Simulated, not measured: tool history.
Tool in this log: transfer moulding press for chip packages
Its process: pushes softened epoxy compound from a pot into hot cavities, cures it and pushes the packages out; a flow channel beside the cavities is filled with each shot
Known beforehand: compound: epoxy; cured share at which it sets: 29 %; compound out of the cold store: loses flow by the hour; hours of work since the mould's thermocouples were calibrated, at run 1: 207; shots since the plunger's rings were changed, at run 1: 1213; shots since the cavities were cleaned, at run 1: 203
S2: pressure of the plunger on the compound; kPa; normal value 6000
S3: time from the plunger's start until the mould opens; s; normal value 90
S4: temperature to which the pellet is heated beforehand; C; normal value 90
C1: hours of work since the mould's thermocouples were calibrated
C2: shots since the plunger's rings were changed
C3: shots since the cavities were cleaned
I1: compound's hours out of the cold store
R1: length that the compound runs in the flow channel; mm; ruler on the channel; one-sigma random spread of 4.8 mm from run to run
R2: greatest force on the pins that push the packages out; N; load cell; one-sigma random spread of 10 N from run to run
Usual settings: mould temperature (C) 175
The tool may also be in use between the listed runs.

Run 1, day 0.000: usual settings; C1 207; C2 1213; C3 203; I1 42.2. Result: R1 603 mm, R2 558 N.
Run 2, day 0.417: usual settings but S3 92 s; C1 213; C2 1326; C3 316; I1 33.9. Result: R1 639 mm, R2 606 N.
Run 3, day 0.829: usual settings but S3 92 s; C1 218; C2 1438; C3 428; I1 18.2. Result: R1 700 mm, R2 653 N.
Run 4, day 1.342: usual settings but mould temperature (C) 173; C1 226; C2 1577; C3 567; I1 42.2. Result: R1 619 mm, R2 757 N.
Run 5, day 1.629: usual settings but S4 89 C; C1 230; C2 1655; C3 645; I1 14.9. Result: R1 708 mm, R2 759 N.
Run 6, day 1.846: usual settings but S4 89 C; C1 233; C2 1714; C3 704; I1 35.8. Result: R1 625 mm, R2 745 N.
Run 7, day 2.079: usual settings but S3 126 s; C1 236; C2 1778; C3 768; I1 35.8. Result: R1 623 mm, R2 664 N.
Run 8, day 2.542: usual settings but S3 126 s; C1 242; C2 1903; C3 893; I1 9.4. Result: R1 726 mm, R2 704 N.
Run 9, day 2.829: usual settings but S2 6640 kPa; C1 246; C2 1981; C3 971; I1 47.4. Result: R1 617 mm, R2 779 N.
At day 2.925: cavities cleaned with cleaning compound and waxed.
Run 10, day 3.396: usual settings; C1 253; C2 2118; C3 127; I1 24.5. Result: R1 663 mm, R2 531 N.
Run 11, day 3.629: usual settings; C1 256; C2 2181; C3 190; I1 25.1. Result: R1 660 mm, R2 594 N.
Run 12, day 4.062: usual settings; C1 263; C2 2300; C3 309; I1 11.0. Result: R1 722 mm, R2 627 N.
Run 13, day 4.542: usual settings; C1 269; C2 2430; C3 439; I1 27.9. Result: R1 639 mm, R2 666 N.
Run 14, day 4.983: usual settings but mould temperature (C) 169; C1 275; C2 2550; C3 559; I1 20.7. Result: R1 687 mm, R2 980 N.
Run 15, day 5.225: usual settings but mould temperature (C) 169; C1 279; C2 2615; C3 624; I1 11.7. Result: R1 729 mm, R2 1020 N.
Run 16, day 5.529: usual settings but mould temperature (C) 169, S3 121 s, S4 93 C; C1 283; C2 2698; C3 707; I1 21.3. Result: R1 683 mm, R2 697 N.
Run 17, day 5.846: usual settings but mould temperature (C) 169, S3 121 s, S4 93 C; C1 287; C2 2785; C3 794; I1 8.9. Result: R1 742 mm, R2 734 N.
Run 18, day 6.125: usual settings but mould temperature (C) 177, S2 4910 kPa, S3 121 s, S4 93 C; C1 291; C2 2860; C3 869; I1 35.5. Result: R1 559 mm, R2 697 N.
Run 19, day 6.429: usual settings but mould temperature (C) 177, S2 4910 kPa, S3 121 s, S4 93 C; C1 295; C2 2942; C3 951; I1 13.6. Result: R1 640 mm, R2 688 N.
At day 6.600: cavities cleaned with cleaning compound and waxed.
Run 20, day 6.800: usual settings but S2 5460 kPa, S3 88 s; C1 300; C2 3027; C3 55; I1 10.9. Result: R1 683 mm, R2 555 N.
Run 21, day 7.138: usual settings but S2 5460 kPa, S3 88 s; C1 304; C2 3119; C3 147; I1 45.7. Result: R1 551 mm, R2 561 N.
At day 7.521: plunger's sealing rings changed.
Run 22, day 7.721: usual settings but S2 5460 kPa, S3 88 s; C1 311; C2 54; C3 276; I1 41.5. Result: R1 592 mm, R2 635 N.
Run 23, day 8.112: usual settings but mould temperature (C) 179, S2 5860 kPa, S4 95 C; C1 316; C2 161; C3 383; I1 10.3. Result: R1 723 mm, R2 592 N.
Run 24, day 8.604: usual settings but mould temperature (C) 178, S2 7010 kPa, S3 87 s, S4 95 C; C1 323; C2 294; C3 516; I1 43.6. Result: R1 653 mm, R2 646 N.
Run 25, day 8.879: usual settings but S2 7210 kPa; C1 327; C2 369; C3 591; I1 43.7. Result: R1 663 mm, R2 688 N.
Run 26, day 9.312: usual settings but S2 7210 kPa; C1 333; C2 487; C3 709; I1 35.3. Result: R1 704 mm, R2 741 N.
Run 27, day 9.767: usual settings but mould temperature (C) 177, S2 7210 kPa, S3 114 s, S4 91 C; C1 339; C2 610; C3 832; I1 21.8. Result: R1 758 mm, R2 681 N.
Run 28, day 10.079: usual settings but mould temperature (C) 181, S2 6180 kPa, S3 91 s, S4 85 C; C1 344; C2 695; C3 917; I1 41.9. Result: R1 615 mm, R2 705 N.
At day 10.367: cavities cleaned with cleaning compound and waxed.
Run 29, day 10.412: usual settings but S2 7480 kPa, S3 78 s, S4 98 C; C1 348; C2 768; C3 12; I1 28.1. Result: R1 743 mm, R2 609 N.

Here are 3 independent what-if runs from the current tool condition. What would each one return?
Run A, day 10.858: usual settings but mould temperature (C) 176; C1 354; C2 890; C3 134; I1 31.4. Result: R1 ?, R2 ?.
Run B, day 10.858: usual settings but mould temperature (C) 173, S2 6390 kPa, S4 96 C; C1 354; C2 890; C3 134; I1 47.4. Result: R1 ?, R2 ?.
Run C, day 10.858: usual settings but S4 83 C; C1 354; C2 890; C3 134; I1 12.4. Result: R1 ?, R2 ?.

run   R1   R2
  A  646  558
  B  606  588
  C  726  578
What these runs would have given with no unlogged condition in the tool:
run   R1   R2
  A  657  479
  B  617  505
  C  739  497

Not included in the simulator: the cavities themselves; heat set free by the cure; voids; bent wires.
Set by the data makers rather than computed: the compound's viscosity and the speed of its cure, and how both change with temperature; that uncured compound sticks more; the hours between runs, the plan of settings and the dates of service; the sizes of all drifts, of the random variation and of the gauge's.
